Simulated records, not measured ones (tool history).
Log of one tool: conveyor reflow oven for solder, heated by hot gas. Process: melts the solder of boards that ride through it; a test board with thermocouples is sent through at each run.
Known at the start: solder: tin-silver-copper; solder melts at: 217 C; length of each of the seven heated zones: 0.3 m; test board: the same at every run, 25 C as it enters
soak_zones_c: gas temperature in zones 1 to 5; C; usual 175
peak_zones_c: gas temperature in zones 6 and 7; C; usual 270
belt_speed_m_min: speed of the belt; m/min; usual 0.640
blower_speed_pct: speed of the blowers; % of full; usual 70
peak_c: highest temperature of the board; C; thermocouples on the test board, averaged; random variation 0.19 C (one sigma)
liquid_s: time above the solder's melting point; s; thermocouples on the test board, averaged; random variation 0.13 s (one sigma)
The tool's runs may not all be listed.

{"run": 1, "hour": 0.0, "soak_zones_c": 175, "peak_zones_c": 270, "belt_speed_m_min": 0.64, "blower_speed_pct": 70, "peak_c": 248.6, "liquid_s": 39.7}
{"run": 2, "hour": 26.6, "soak_zones_c": 175, "peak_zones_c": 270, "belt_speed_m_min": 0.64, "blower_speed_pct": 70, "peak_c": 248.1, "liquid_s": 39.8}
{"run": 3, "hour": 59.3, "soak_zones_c": 175, "peak_zones_c": 270, "belt_speed_m_min": 0.64, "blower_speed_pct": 70, "peak_c": 248.5, "liquid_s": 39.7}
{"run": 4, "hour": 98.5, "soak_zones_c": 175, "peak_zones_c": 270, "belt_speed_m_min": 0.64, "blower_speed_pct": 70, "peak_c": 248.3, "liquid_s": 39.7}
{"hour": 143.2, "done": "flux residue cleaned out of gas plates and filters"}
{"run": 5, "hour": 147.8, "soak_zones_c": 175, "peak_zones_c": 270, "belt_speed_m_min": 0.64, "blower_speed_pct": 70, "peak_c": 249.1, "liquid_s": 40.0}
{"run": 6, "hour": 171.4, "soak_zones_c": 175, "peak_zones_c": 270, "belt_speed_m_min": 0.64, "blower_speed_pct": 70, "peak_c": 249.0, "liquid_s": 40.2}
{"run": 7, "hour": 210.2, "soak_zones_c": 175, "peak_zones_c": 270, "belt_speed_m_min": 0.64, "blower_speed_pct": 54, "peak_c": 243.2, "liquid_s": 34.8}
{"run": 8, "hour": 237.8, "soak_zones_c": 175, "peak_zones_c": 270, "belt_speed_m_min": 0.64, "blower_speed_pct": 54, "peak_c": 243.2, "liquid_s": 35.0}
{"run": 9, "hour": 282.9, "soak_zones_c": 175, "peak_zones_c": 270, "belt_speed_m_min": 0.64, "blower_speed_pct": 54, "peak_c": 243.1, "liquid_s": 34.9}
{"run": 10, "hour": 315.6, "soak_zones_c": 175, "peak_zones_c": 270, "belt_speed_m_min": 0.64, "blower_speed_pct": 54, "peak_c": 242.6, "liquid_s": 34.9}
{"run": 11, "hour": 355.7, "soak_zones_c": 175, "peak_zones_c": 270, "belt_speed_m_min": 0.64, "blower_speed_pct": 67, "peak_c": 247.5, "liquid_s": 38.7}
{"run": 12, "hour": 397.2, "soak_zones_c": 175, "peak_zones_c": 276, "belt_speed_m_min": 0.64, "blower_speed_pct": 67, "peak_c": 252.2, "liquid_s": 41.8}
{"run": 13, "hour": 446.4, "soak_zones_c": 175, "peak_zones_c": 276, "belt_speed_m_min": 0.64, "blower_speed_pct": 67, "peak_c": 252.2, "liquid_s": 41.9}
{"run": 14, "hour": 493.9, "soak_zones_c": 175, "peak_zones_c": 276, "belt_speed_m_min": 0.64, "blower_speed_pct": 67, "peak_c": 251.9, "liquid_s": 41.8}
{"run": 15, "hour": 523.3, "soak_zones_c": 175, "peak_zones_c": 276, "belt_speed_m_min": 0.64, "blower_speed_pct": 67, "peak_c": 251.7, "liquid_s": 41.7}
{"run": 16, "hour": 548.2, "soak_zones_c": 183, "peak_zones_c": 270, "belt_speed_m_min": 0.63, "blower_speed_pct": 70, "peak_c": 250.1, "liquid_s": 44.1}
{"run": 17, "hour": 575.0, "soak_zones_c": 183, "peak_zones_c": 270, "belt_speed_m_min": 0.63, "blower_speed_pct": 70, "peak_c": 249.9, "liquid_s": 44.2}
{"run": 18, "hour": 617.5, "soak_zones_c": 183, "peak_zones_c": 270, "belt_speed_m_min": 0.63, "blower_speed_pct": 70, "peak_c": 249.9, "liquid_s": 44.1}
{"hour": 633.3, "done": "flux residue cleaned out of gas plates and filters"}
{"run": 19, "hour": 645.4, "soak_zones_c": 167, "peak_zones_c": 270, "belt_speed_m_min": 0.581, "blower_speed_pct": 70, "peak_c": 249.9, "liquid_s": 43.6}
{"hour": 667.0, "done": "thermocouples of zones 6 and 7 changed"}
{"run": 20, "hour": 675.7, "soak_zones_c": 167, "peak_zones_c": 270, "belt_speed_m_min": 0.581, "blower_speed_pct": 70, "peak_c": 251.1, "liquid_s": 44.4}
{"run": 21, "hour": 704.6, "soak_zones_c": 167, "peak_zones_c": 279, "belt_speed_m_min": 0.538, "blower_speed_pct": 63, "peak_c": 259.6, "liquid_s": 53.1}
{"run": 22, "hour": 737.7, "soak_zones_c": 167, "peak_zones_c": 279, "belt_speed_m_min": 0.538, "blower_speed_pct": 56, "peak_c": 257.1, "liquid_s": 51.2}
{"run": 23, "hour": 786.2, "soak_zones_c": 167, "peak_zones_c": 279, "belt_speed_m_min": 0.538, "blower_speed_pct": 56, "peak_c": 256.8, "liquid_s": 51.3}
{"run": 24, "hour": 811.1, "soak_zones_c": 167, "peak_zones_c": 279, "belt_speed_m_min": 0.538, "blower_speed_pct": 56, "peak_c": 257.1, "liquid_s": 51.1}
{"run": 25, "hour": 848.2, "soak_zones_c": 179, "peak_zones_c": 279, "belt_speed_m_min": 0.538, "blower_speed_pct": 51, "peak_c": 257.0, "liquid_s": 54.5}
{"run": 26, "hour": 881.4, "soak_zones_c": 175, "peak_zones_c": 282, "belt_speed_m_min": 0.64, "blower_speed_pct": 64, "peak_c": 257.0, "liquid_s": 44.4}
{"run": 27, "hour": 903.2, "soak_zones_c": 175, "peak_zones_c": 274, "belt_speed_m_min": 0.64, "blower_speed_pct": 70, "peak_c": 251.7, "liquid_s": 42.1}

Forecast each of these 5 alternatives for the next run:
{"run": "A", "hour": 938.4, "soak_zones_c": 186, "peak_zones_c": 274, "belt_speed_m_min": 0.663, "blower_speed_pct": 70, "peak_c": "?", "liquid_s": "?"}
{"run": "B", "hour": 938.4, "soak_zones_c": 175, "peak_zones_c": 262, "belt_speed_m_min": 0.64, "blower_speed_pct": 70, "peak_c": "?", "liquid_s": "?"}
{"run": "C", "hour": 938.4, "soak_zones_c": 175, "peak_zones_c": 274, "belt_speed_m_min": 0.64, "blower_speed_pct": 70, "peak_c": "?", "liquid_s": "?"}
{"run": "D", "hour": 938.4, "soak_zones_c": 165, "peak_zones_c": 274, "belt_speed_m_min": 0.534, "blower_speed_pct": 89, "peak_c": "?", "liquid_s": "?"}
{"run": "E", "hour": 938.4, "soak_zones_c": 175, "peak_zones_c": 276, "belt_speed_m_min": 0.605, "blower_speed_pct": 70, "peak_c": "?", "liquid_s": "?"}

run=A peak_c=252.9 liquid_s=44.3
run=B peak_c=241.5 liquid_s=35.9
run=C peak_c=251.9 liquid_s=42.1
run=D peak_c=260.6 liquid_s=54.5
run=E peak_c=255.5 liquid_s=46.9
Without the tool's hidden state the same runs would have given:
run=A peak_c=253.8 liquid_s=43.8
run=B peak_c=242.3 liquid_s=35.8
run=C peak_c=252.8 liquid_s=41.7
run=D peak_c=261.7 liquid_s=53.8
run=E peak_c=256.4 liquid_s=46.3
